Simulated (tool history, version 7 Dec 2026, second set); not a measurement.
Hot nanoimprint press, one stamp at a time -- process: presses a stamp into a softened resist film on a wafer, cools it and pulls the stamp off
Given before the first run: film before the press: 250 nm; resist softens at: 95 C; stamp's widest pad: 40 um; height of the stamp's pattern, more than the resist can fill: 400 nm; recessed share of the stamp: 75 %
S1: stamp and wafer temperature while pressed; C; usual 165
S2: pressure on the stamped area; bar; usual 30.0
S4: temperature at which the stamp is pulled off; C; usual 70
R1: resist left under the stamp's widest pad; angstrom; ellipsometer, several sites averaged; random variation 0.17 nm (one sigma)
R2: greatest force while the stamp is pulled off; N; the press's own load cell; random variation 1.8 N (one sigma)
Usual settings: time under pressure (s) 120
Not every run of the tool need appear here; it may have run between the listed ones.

{"run": 1, "hour": 0.0, "S1": 165, "S2": 30.0, "time under pressure (s)": 120, "S4": 70, "R1": 932, "R2": 227}
{"run": 2, "hour": 31.3, "S1": 165, "S2": 33.0, "time under pressure (s)": 120, "S4": 70, "R1": 892, "R2": 230}
{"run": 3, "hour": 61.6, "S1": 165, "S2": 33.0, "time under pressure (s)": 120, "S4": 70, "R1": 892, "R2": 232}
{"run": 4, "hour": 106.4, "S1": 157, "S2": 30.0, "time under pressure (s)": 120, "S4": 70, "R1": 1270, "R2": 240}
{"run": 5, "hour": 133.4, "S1": 157, "S2": 30.0, "time under pressure (s)": 120, "S4": 70, "R1": 1268, "R2": 240}
{"hour": 142.3, "done": "stamp cleaned and given a new release coat"}
{"run": 6, "hour": 173.3, "S1": 157, "S2": 30.0, "time under pressure (s)": 120, "S4": 70, "R1": 1267, "R2": 215}
{"run": 7, "hour": 200.0, "S1": 157, "S2": 30.0, "time under pressure (s)": 120, "S4": 70, "R1": 1268, "R2": 215}
{"hour": 231.0, "done": "plate thermocouple calibrated"}
{"run": 8, "hour": 241.8, "S1": 157, "S2": 30.0, "time under pressure (s)": 120, "S4": 70, "R1": 1289, "R2": 221}
{"run": 9, "hour": 273.6, "S1": 157, "S2": 30.0, "time under pressure (s)": 120, "S4": 70, "R1": 1287, "R2": 221}
{"run": 10, "hour": 301.4, "S1": 169, "S2": 30.0, "time under pressure (s)": 120, "S4": 70, "R1": 812, "R2": 224}
{"run": 11, "hour": 320.8, "S1": 169, "S2": 30.0, "time under pressure (s)": 120, "S4": 70, "R1": 813, "R2": 232}
{"run": 12, "hour": 354.7, "S1": 169, "S2": 30.0, "time under pressure (s)": 120, "S4": 70, "R1": 813, "R2": 231}
{"run": 13, "hour": 398.7, "S1": 165, "S2": 30.0, "time under pressure (s)": 120, "S4": 70, "R1": 945, "R2": 235}
{"run": 14, "hour": 442.7, "S1": 165, "S2": 30.0, "time under pressure (s)": 120, "S4": 70, "R1": 942, "R2": 238}
{"hour": 460.2, "done": "stamp cleaned and given a new release coat"}
{"run": 15, "hour": 483.1, "S1": 165, "S2": 30.0, "time under pressure (s)": 120, "S4": 70, "R1": 938, "R2": 214}
{"run": 16, "hour": 510.4, "S1": 172, "S2": 47.4, "time under pressure (s)": 157, "S4": 56, "R1": 513, "R2": 246}
{"run": 17, "hour": 551.2, "S1": 173, "S2": 47.4, "time under pressure (s)": 70, "S4": 61, "R1": 703, "R2": 238}
{"run": 18, "hour": 578.2, "S1": 173, "S2": 47.4, "time under pressure (s)": 70, "S4": 61, "R1": 701, "R2": 239}
{"run": 19, "hour": 601.4, "S1": 173, "S2": 47.4, "time under pressure (s)": 70, "S4": 61, "R1": 701, "R2": 249}
{"run": 20, "hour": 620.0, "S1": 161, "S2": 30.0, "time under pressure (s)": 120, "S4": 75, "R1": 1095, "R2": 212}
{"run": 21, "hour": 645.2, "S1": 167, "S2": 30.0, "time under pressure (s)": 120, "S4": 65, "R1": 870, "R2": 237}
{"run": 22, "hour": 672.3, "S1": 167, "S2": 30.0, "time under pressure (s)": 120, "S4": 65, "R1": 867, "R2": 244}
{"run": 23, "hour": 699.6, "S1": 167, "S2": 30.0, "time under pressure (s)": 120, "S4": 65, "R1": 865, "R2": 244}
{"run": 24, "hour": 717.9, "S1": 176, "S2": 32.8, "time under pressure (s)": 120, "S4": 65, "R1": 598, "R2": 250}
{"hour": 765.9, "done": "plate thermocouple calibrated"}
{"run": 25, "hour": 765.9, "S1": 176, "S2": 32.8, "time under pressure (s)": 180, "S4": 58, "R1": 521, "R2": 268}
{"hour": 778.7, "done": "stamp cleaned and given a new release coat"}
{"run": 26, "hour": 811.3, "S1": 160, "S2": 26.9, "time under pressure (s)": 120, "S4": 70, "R1": 1235, "R2": 214}
{"run": 27, "hour": 843.9, "S1": 160, "S2": 26.9, "time under pressure (s)": 120, "S4": 70, "R1": 1238, "R2": 219}
{"hour": 880.7, "done": "press's hydraulic seals changed and the load cell set to zero"}
{"run": 28, "hour": 890.8, "S1": 165, "S2": 30.0, "time under pressure (s)": 73, "S4": 59, "R1": 1150, "R2": 249}
{"run": 29, "hour": 916.3, "S1": 165, "S2": 30.0, "time under pressure (s)": 73, "S4": 59, "R1": 1149, "R2": 247}

5 options for the next run, each taken on its own from the tool as it stands now. Forecast them:
{"run": "A", "hour": 936.9, "S1": 161, "S2": 30.0, "time under pressure (s)": 120, "S4": 62, "R1": "?", "R2": "?"}
{"run": "B", "hour": 936.9, "S1": 165, "S2": 30.0, "time under pressure (s)": 155, "S4": 70, "R1": "?", "R2": "?"}
{"run": "C", "hour": 936.9, "S1": 165, "S2": 18.6, "time under pressure (s)": 93, "S4": 70, "R1": "?", "R2": "?"}
{"run": "D", "hour": 936.9, "S1": 165, "S2": 30.0, "time under pressure (s)": 120, "S4": 70, "R1": "?", "R2": "?"}
{"run": "E", "hour": 936.9, "S1": 161, "S2": 23.9, "time under pressure (s)": 120, "S4": 74, "R1": "?", "R2": "?"}

run=A R1=1107 R2=246
run=B R1=853 R2=229
run=C R1=1294 R2=223
run=D R1=944 R2=228
run=E R1=1222 R2=218
What these runs would have given with no unlogged condition in the tool:
run=A R1=1110 R2=232
run=B R1=855 R2=216
run=C R1=1298 R2=210
run=D R1=946 R2=215
run=E R1=1226 R2=205

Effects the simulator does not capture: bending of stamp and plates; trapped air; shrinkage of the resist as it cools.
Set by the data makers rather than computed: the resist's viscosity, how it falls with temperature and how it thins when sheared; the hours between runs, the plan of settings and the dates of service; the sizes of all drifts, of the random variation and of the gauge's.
